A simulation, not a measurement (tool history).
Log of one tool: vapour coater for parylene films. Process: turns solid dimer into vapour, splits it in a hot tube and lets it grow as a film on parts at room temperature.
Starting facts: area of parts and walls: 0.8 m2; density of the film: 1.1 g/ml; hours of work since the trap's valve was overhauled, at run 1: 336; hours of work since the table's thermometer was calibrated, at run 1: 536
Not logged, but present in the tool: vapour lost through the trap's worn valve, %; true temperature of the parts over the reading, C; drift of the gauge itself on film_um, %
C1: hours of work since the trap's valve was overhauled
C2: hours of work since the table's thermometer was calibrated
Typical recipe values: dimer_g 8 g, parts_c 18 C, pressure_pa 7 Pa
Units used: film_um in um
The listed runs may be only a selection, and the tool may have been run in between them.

Run 1, hour 0: usual settings; C1 336; C2 536. Result: film_um 4.73 um.
Run 2, hour 19.2: usual settings; C1 348; C2 547. Result: film_um 4.71 um.
Run 3, hour 43.3: usual settings; C1 362; C2 561. Result: film_um 4.68 um.
At hour 65.3: trap's valve overhauled.
Run 4, hour 71.9: usual settings; C1 4; C2 576. Result: film_um 4.97 um.
Run 5, hour 101.2: usual settings; C1 21; C2 593. Result: film_um 4.97 um.
Run 6, hour 113.8: usual settings; C1 29; C2 601. Result: film_um 4.97 um.
Run 7, hour 131.2: usual settings; C1 39; C2 611. Result: film_um 4.96 um.
Run 8, hour 147.6: usual settings; C1 49; C2 621. Result: film_um 4.94 um.
Run 9, hour 163.2: usual settings; C1 58; C2 630. Result: film_um 4.97 um.
Run 10, hour 176.2: usual settings; C1 66; C2 638. Result: film_um 4.98 um.
Run 11, hour 189.4: usual settings; C1 73; C2 646. Result: film_um 4.91 um.
Run 12, hour 217.5: usual settings; C1 90; C2 662. Result: film_um 4.95 um.
Run 13, hour 234.6: usual settings; C1 100; C2 672. Result: film_um 4.93 um.
At hour 236.8: table's thermometer calibrated.
Run 14, hour 257.4: usual settings; C1 113; C2 12. Result: film_um 4.95 um.
At hour 285.8: table's thermometer calibrated, once more.
Run 15, hour 285.8: usual settings; C1 129; C2 0. Result: film_um 4.88 um.
Run 16, hour 314.5: usual settings; C1 146; C2 17. Result: film_um 4.81 um.
Run 17, hour 328.8: usual settings; C1 155; C2 25. Result: film_um 4.86 um.
Run 18, hour 345.8: usual settings; C1 165; C2 36. Result: film_um 4.84 um.
Run 19, hour 360.6: usual settings but pressure_pa 5.63 Pa; C1 174; C2 44. Result: film_um 4.98 um.
Run 20, hour 379.2: usual settings but pressure_pa 5.63 Pa; C1 185; C2 55. Result: film_um 5 um.
Run 21, hour 391.8: usual settings but pressure_pa 11.21 Pa; C1 192; C2 63. Result: film_um 4.45 um.
Run 22, hour 413.1: usual settings but pressure_pa 11.21 Pa; C1 205; C2 75. Result: film_um 4.49 um.
Run 23, hour 441.7: usual settings but pressure_pa 8.57 Pa; C1 222; C2 92. Result: film_um 4.64 um.
Run 24, hour 463.1: usual settings but pressure_pa 8.57 Pa; C1 234; C2 105. Result: film_um 4.65 um.
Run 25, hour 475.5: usual settings but dimer_g 6 g, parts_c 15 C, pressure_pa 4.63 Pa; C1 242; C2 112. Result: film_um 4.38 um.
Run 26, hour 505.1: usual settings but dimer_g 3 g, parts_c 27 C, pressure_pa 2.16 Pa; C1 259; C2 130. Result: film_um 1.42 um.
Run 27, hour 531.6: usual settings but dimer_g 13 g, parts_c 27 C, pressure_pa 10.61 Pa; C1 275; C2 146. Result: film_um 4.78 um.
Run 28, hour 556.6: usual settings but dimer_g 13 g, parts_c 26 C, pressure_pa 11.16 Pa; C1 290; C2 160. Result: film_um 4.94 um.
Run 29, hour 573.9: usual settings but dimer_g 13 g, parts_c 26 C, pressure_pa 11.16 Pa; C1 300; C2 171. Result: film_um 5 um.
Run 30, hour 599.5: usual settings but dimer_g 4 g, parts_c 26 C, pressure_pa 11.16 Pa; C1 315; C2 186. Result: film_um 1.55 um.
Run 31, hour 618.6: usual settings but dimer_g 4 g, parts_c 26 C, pressure_pa 11.16 Pa; C1 326; C2 197. Result: film_um 1.51 um.
Run 32, hour 646.7: usual settings but dimer_g 9 g, parts_c 11 C, pressure_pa 5.09 Pa; C1 343; C2 214. Result: film_um 7.68 um.
Run 33, hour 667.3: usual settings but dimer_g 9 g, parts_c 11 C, pressure_pa 5.09 Pa; C1 355; C2 226. Result: film_um 7.65 um.
Run 34, hour 681.5: usual settings but dimer_g 9 g, parts_c 20 C, pressure_pa 8.56 Pa; C1 364; C2 234. Result: film_um 4.71 um.
At hour 701.4: trap's valve overhauled.
Run 35, hour 706.8: usual settings but dimer_g 9 g, parts_c 20 C, pressure_pa 8.56 Pa; C1 3; C2 247. Result: film_um 4.98 um.
Run 36, hour 718.9: usual settings but dimer_g 9 g, parts_c 20 C, pressure_pa 8.56 Pa; C1 10; C2 254. Result: film_um 4.91 um.
Run 37, hour 748.8: usual settings but dimer_g 3 g, parts_c 13 C, pressure_pa 2.02 Pa; C1 28; C2 272. Result: film_um 2.84 um.
Run 38, hour 770.1: usual settings but parts_c 30 C, pressure_pa 3.93 Pa; C1 41; C2 284. Result: film_um 3.16 um.
Run 39, hour 783.7: usual settings but dimer_g 4 g, pressure_pa 2.98 Pa; C1 49; C2 292. Result: film_um 2.86 um.
Run 40, hour 807.2: usual settings but dimer_g 11 g, parts_c 14 C, pressure_pa 6.78 Pa; C1 63; C2 306. Result: film_um 8.13 um.
Run 41, hour 829.3: usual settings but dimer_g 3 g, parts_c 13 C, pressure_pa 7.19 Pa; C1 76; C2 319. Result: film_um 2.31 um.
Run 42, hour 848.2: usual settings but dimer_g 5 g, pressure_pa 9.22 Pa; C1 87; C2 331. Result: film_um 2.95 um.
Run 43, hour 864.5: usual settings but parts_c 19 C; C1 97; C2 340. Result: film_um 4.71 um.
Run 44, hour 884.7: usual settings but parts_c 12 C, pressure_pa 3.85 Pa; C1 109; C2 352. Result: film_um 7.08 um.
Run 45, hour 905.4: usual settings but dimer_g 6 g, parts_c 19 C, pressure_pa 3.85 Pa; C1 121; C2 365. Result: film_um 3.86 um.

Predict each of these 3 candidate next runs independently; none follows another, all start after run 45:
Run A, hour 927.6: usual settings but dimer_g 4 g, parts_c 11 C, pressure_pa 2.89 Pa; C1 134; C2 378. Result: film_um ?.
Run B, hour 927.6: usual settings but parts_c 10 C, pressure_pa 10.29 Pa; C1 134; C2 378. Result: film_um ?.
Run C, hour 927.6: usual settings but dimer_g 4 g, parts_c 27 C, pressure_pa 8.09 Pa; C1 134; C2 378. Result: film_um ?.

run  film_um
  A     3.84
  B     6.65
  C     1.59
Take away the tool's hidden state, keep each run's random variation, and the runs would have read:
run  film_um
  A     3.87
  B     6.71
  C      1.6
